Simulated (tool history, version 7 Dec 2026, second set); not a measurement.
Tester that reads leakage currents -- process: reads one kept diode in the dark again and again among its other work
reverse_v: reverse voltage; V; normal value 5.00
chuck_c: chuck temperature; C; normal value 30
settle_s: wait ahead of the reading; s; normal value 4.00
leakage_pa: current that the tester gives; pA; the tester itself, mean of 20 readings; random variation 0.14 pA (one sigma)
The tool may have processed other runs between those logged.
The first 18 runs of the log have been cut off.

At day 93.312: chuck's temperature calibrated.
Run 19, day 97.288: usual settings but reverse_v 8.76 V, settle_s 1.04 s. Result: leakage_pa 60.35 pA.
Run 20, day 100.838: usual settings but reverse_v 8.76 V, settle_s 1.04 s. Result: leakage_pa 60.96 pA.
Run 21, day 105.333: usual settings but reverse_v 10.79 V, chuck_c 28 C, settle_s 0.31 s. Result: leakage_pa 62.68 pA.
Run 22, day 112.675: usual settings but reverse_v 13.75 V, settle_s 0.31 s. Result: leakage_pa 82.37 pA.
Run 23, day 116.162: usual settings but chuck_c 45 C, settle_s 0.61 s. Result: leakage_pa 134.66 pA.
Run 24, day 122.625: usual settings but chuck_c 45 C, settle_s 0.61 s. Result: leakage_pa 137.26 pA.
At day 126.892: tester calibrated.
Run 25, day 130.308: usual settings but reverse_v 1.12 V, chuck_c 45 C, settle_s 0.61 s. Result: leakage_pa 72.53 pA.
Run 26, day 134.175: usual settings but chuck_c 20 C, settle_s 1.71 s. Result: leakage_pa 25.30 pA.
Run 27, day 139.671: usual settings but chuck_c 20 C, settle_s 1.71 s. Result: leakage_pa 25.81 pA.
Run 28, day 147.304: usual settings but chuck_c 20 C, settle_s 1.71 s. Result: leakage_pa 26.33 pA.
Run 29, day 155.154: usual settings but reverse_v 10.33 V, chuck_c 31 C, settle_s 1.71 s. Result: leakage_pa 78.79 pA.
Run 30, day 160.883: usual settings but reverse_v 10.33 V, chuck_c 31 C, settle_s 1.71 s. Result: leakage_pa 80.33 pA.
Run 31, day 167.617: usual settings but chuck_c 41 C. Result: leakage_pa 111.42 pA.
Run 32, day 171.754: usual settings but chuck_c 41 C. Result: leakage_pa 112.68 pA.
Run 33, day 178.767: usual settings but chuck_c 41 C. Result: leakage_pa 113.92 pA.
At day 186.217: chuck's temperature calibrated.
Run 34, day 186.404: usual settings but chuck_c 47 C, settle_s 3.54 s. Result: leakage_pa 151.54 pA.
Run 35, day 191.846: usual settings but reverse_v 3.51 V, chuck_c 47 C, settle_s 2.07 s. Result: leakage_pa 130.72 pA.
Run 36, day 197.321: usual settings but reverse_v 3.51 V, chuck_c 47 C, settle_s 2.07 s. Result: leakage_pa 132.55 pA.
Run 37, day 201.192: usual settings but reverse_v 3.51 V, chuck_c 47 C, settle_s 2.07 s. Result: leakage_pa 132.76 pA.
Run 38, day 208.454: usual settings but reverse_v 1.07 V, settle_s 1.11 s. Result: leakage_pa 25.94 pA.
Run 39, day 213.533: usual settings but reverse_v 15.69 V, settle_s 0.79 s. Result: leakage_pa 95.76 pA.

Predict each of these 5 candidate next runs independently; none follows another, all start after run 39:
Run A, day 218.100: usual settings but reverse_v 2.55 V, chuck_c 54 C, settle_s 3.08 s. Result: leakage_pa ?.
Run B, day 218.100: usual settings but reverse_v 3.97 V, settle_s 0.31 s. Result: leakage_pa ?.
Run C, day 218.100: usual settings but reverse_v 5.78 V, chuck_c 21 C, settle_s 1.07 s. Result: leakage_pa ?.
Run D, day 218.100: usual settings but reverse_v 2.43 V, chuck_c 25 C, settle_s 0.92 s. Result: leakage_pa ?.
Run E, day 218.100: usual settings but reverse_v 15.69 V, settle_s 1.47 s. Result: leakage_pa ?.

run  leakage_pa
  A      183.26
  B       49.54
  C       33.05
  D       27.36
  E       95.73
What these runs would have given with no unlogged condition in the tool:
run  leakage_pa
  A      171.22
  B       42.59
  C       25.05
  D       23.21
  E       73.87
